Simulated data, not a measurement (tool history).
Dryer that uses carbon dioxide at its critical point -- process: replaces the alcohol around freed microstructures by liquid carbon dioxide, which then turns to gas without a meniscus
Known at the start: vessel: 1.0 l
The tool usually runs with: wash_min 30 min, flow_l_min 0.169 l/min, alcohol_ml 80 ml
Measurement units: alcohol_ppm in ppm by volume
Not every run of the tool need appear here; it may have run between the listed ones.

| run | day | wash_min | flow_l_min | alcohol_ml | alcohol_ppm |
|---|---|---|---|---|---|
| 1 | 0.000 | 30 | 0.169 | 80 | 1321 |
| 2 | 0.225 | 30 | 0.169 | 80 | 1323 |
| 3 | 0.638 | 40 | 0.169 | 80 | 347 |
| 4 | 1.021 | 30 | 0.169 | 38 | 665 |
| 5 | 1.279 | 30 | 0.169 | 38 | 649 |
| 6 | 1.612 | 30 | 0.261 | 38 | 70 |
| 7 | 2.017 | 30 | 0.261 | 38 | 66 |
| 8 | 2.350 | 30 | 0.261 | 38 | 70 |
| 9 | 2.550 | 35 | 0.169 | 80 | 695 |
| 10 | 2.771 | 21 | 0.103 | 73 | 13436 |
| 11 | 2.983 | 21 | 0.103 | 73 | 13940 |
| 12 | 3.404 | 37 | 0.116 | 73 | 2545 |
| 13 | 3.829 | 36 | 0.169 | 29 | 239 |
| 14 | 4.275 | 42 | 0.191 | 66 | 115 |
| 15 | 4.588 | 42 | 0.191 | 66 | 118 |
| 16 | 4.796 | 18 | 0.216 | 51 | 2181 |
| 17 | 4.992 | 18 | 0.216 | 51 | 2252 |

Forecast each of these 3 alternatives for the next run:
| A | 5.346 | 32 | 0.131 | 60 | ? |
| B | 5.346 | 47 | 0.242 | 43 | ? |
| C | 5.346 | 23 | 0.119 | 110 | ? |

| run | alcohol_ppm |
|---|---|
| A | 2222 |
| B | 18 |
| C | 13280 |
What these runs would have given with no unlogged condition in the tool:
| run | alcohol_ppm |
|---|---|
| A | 1643 |
| B | 8 |
| C | 10934 |
